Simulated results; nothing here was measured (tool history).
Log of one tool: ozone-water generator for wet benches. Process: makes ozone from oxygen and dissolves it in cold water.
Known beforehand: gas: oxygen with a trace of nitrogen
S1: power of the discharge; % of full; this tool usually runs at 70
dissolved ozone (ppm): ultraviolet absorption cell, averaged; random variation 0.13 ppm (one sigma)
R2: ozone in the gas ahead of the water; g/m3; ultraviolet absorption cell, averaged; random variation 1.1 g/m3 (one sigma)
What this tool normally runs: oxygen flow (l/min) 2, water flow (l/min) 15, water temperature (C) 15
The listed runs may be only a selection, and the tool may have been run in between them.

Run 1, hour 0: usual settings. Result: dissolved ozone (ppm) 13.4, R2 187.7 g/m3.
Run 2, hour 134.9: usual settings. Result: dissolved ozone (ppm) 13.2, R2 187.8 g/m3.
Run 3, hour 215.6: usual settings but S1 58 % of full. Result: dissolved ozone (ppm) 11.7, R2 165.9 g/m3.
Run 4, hour 303.2: usual settings but S1 58 % of full. Result: dissolved ozone (ppm) 11.6, R2 165.9 g/m3.
Run 5, hour 428.3: usual settings but S1 58 % of full. Result: dissolved ozone (ppm) 11.5, R2 166.2 g/m3.
Run 6, hour 535.7: usual settings but S1 58 % of full. Result: dissolved ozone (ppm) 11.5, R2 165.3 g/m3.
Run 7, hour 616.3: usual settings but S1 58 % of full. Result: dissolved ozone (ppm) 11.8, R2 166.2 g/m3.
Run 8, hour 713: usual settings but S1 54 % of full. Result: dissolved ozone (ppm) 11, R2 159.5 g/m3.
At hour 858: contactor cleaned.
Run 9, hour 887.6: usual settings but S1 54 % of full. Result: dissolved ozone (ppm) 11.6, R2 158 g/m3.
Run 10, hour 1063.4: usual settings but oxygen flow (l/min) 1.08. Result: dissolved ozone (ppm) 12.3, R2 267.6 g/m3.
Run 11, hour 1208.5: usual settings but oxygen flow (l/min) 1.08. Result: dissolved ozone (ppm) 12.5, R2 266.8 g/m3.
Run 12, hour 1353.1: usual settings but oxygen flow (l/min) 1.08. Result: dissolved ozone (ppm) 12.2, R2 267.2 g/m3.
Run 13, hour 1518.1: usual settings but oxygen flow (l/min) 1.08. Result: dissolved ozone (ppm) 12.2, R2 266.5 g/m3.
Run 14, hour 1619.4: usual settings but S1 62 % of full. Result: dissolved ozone (ppm) 12.6, R2 169.9 g/m3.
Run 15, hour 1704.7: usual settings but S1 62 % of full. Result: dissolved ozone (ppm) 12.9, R2 171.5 g/m3.
Run 16, hour 1792.2: usual settings but S1 62 % of full. Result: dissolved ozone (ppm) 12.9, R2 169.4 g/m3.
Run 17, hour 1973.7: usual settings but water temperature (C) 9. Result: dissolved ozone (ppm) 14.4, R2 184.6 g/m3.
Run 18, hour 2053: usual settings but water temperature (C) 9. Result: dissolved ozone (ppm) 14.5, R2 184.6 g/m3.
Run 19, hour 2213.6: usual settings but S1 74 % of full, oxygen flow (l/min) 2.65, water flow (l/min) 18, water temperature (C) 7. Result: dissolved ozone (ppm) 13.2, R2 162.1 g/m3.
At hour 2230.8: water thermometer calibrated.
Run 20, hour 2304.9: usual settings but S1 74 % of full, oxygen flow (l/min) 2.65, water flow (l/min) 18, water temperature (C) 7. Result: dissolved ozone (ppm) 13.2, R2 161.9 g/m3.
At hour 2483.5: water thermometer calibrated, once more.
Run 21, hour 2485.8: usual settings but S1 74 % of full, oxygen flow (l/min) 2.65, water flow (l/min) 18, water temperature (C) 7. Result: dissolved ozone (ppm) 13.2, R2 163.2 g/m3.
Run 22, hour 2566.5: usual settings but S1 74 % of full, oxygen flow (l/min) 2.65, water flow (l/min) 18. Result: dissolved ozone (ppm) 12.4, R2 163.1 g/m3.
Run 23, hour 2697: usual settings but S1 52 % of full, oxygen flow (l/min) 2.65, water flow (l/min) 18, water temperature (C) 10. Result: dissolved ozone (ppm) 10, R2 127.1 g/m3.
Run 24, hour 2824.2: usual settings but S1 50 % of full. Result: dissolved ozone (ppm) 10.9, R2 148.4 g/m3.
Run 25, hour 3000: usual settings but S1 50 % of full. Result: dissolved ozone (ppm) 10.8, R2 149 g/m3.
Run 26, hour 3148.7: usual settings but S1 96 % of full, water temperature (C) 8. Result: dissolved ozone (ppm) 17.5, R2 226.5 g/m3.
Run 27, hour 3264.9: usual settings but S1 93 % of full, oxygen flow (l/min) 1.26, water temperature (C) 18. Result: dissolved ozone (ppm) 14.7, R2 289.3 g/m3.
Run 28, hour 3395.5: usual settings but S1 93 % of full, oxygen flow (l/min) 1.26, water temperature (C) 18. Result: dissolved ozone (ppm) 14.7, R2 289.7 g/m3.
Run 29, hour 3530: usual settings but S1 72 % of full, water flow (l/min) 14. Result: dissolved ozone (ppm) 14.6, R2 185.4 g/m3.
Run 30, hour 3646.7: usual settings but S1 51 % of full, water flow (l/min) 13. Result: dissolved ozone (ppm) 12.8, R2 148.4 g/m3.
Run 31, hour 3790.9: usual settings but S1 90 % of full, oxygen flow (l/min) 1.97, water flow (l/min) 14. Result: dissolved ozone (ppm) 16.9, R2 214.1 g/m3.
Run 32, hour 3966.2: usual settings but S1 90 % of full, oxygen flow (l/min) 1.97, water flow (l/min) 14. Result: dissolved ozone (ppm) 16.9, R2 216.6 g/m3.

For some of the steps in dissolved ozone (ppm) from one run to the next: how much would appear even if the tool had no hidden state, given the settings, what came in and random variation, and how much remains for the hidden state plus any gauge scatter that the measured result and the result without hidden state don't share?
What the log doesn't record here: yield of the discharge, % of new electrodes'; contactor's efficiency, % of a clean one's; true water temperature over the reading, C; drift of the gauge itself on ozone_ppm, %; drift of the gauge itself on gas_g_m3, %.
Run 8 -> 9: contactor cleaned. dissolved ozone (ppm) +0.6: hidden state +0.7, all else -0.1.
Run 25 -> 26: S1 50 -> 96, water temperature (C) 15 -> 8. dissolved ozone (ppm) +6.7: hidden state -0.6, all else +7.3.
Run 26 -> 27: S1 96 -> 93, oxygen flow (l/min) 2 -> 1.26, water temperature (C) 8 -> 18. dissolved ozone (ppm) -2.8: hidden state +0.1, all else -2.9.
Run 30 -> 31: S1 51 -> 90, oxygen flow (l/min) 2 -> 1.97, water flow (l/min) 13 -> 14. dissolved ozone (ppm) +4.1: hidden state -0.6, all else +4.7.

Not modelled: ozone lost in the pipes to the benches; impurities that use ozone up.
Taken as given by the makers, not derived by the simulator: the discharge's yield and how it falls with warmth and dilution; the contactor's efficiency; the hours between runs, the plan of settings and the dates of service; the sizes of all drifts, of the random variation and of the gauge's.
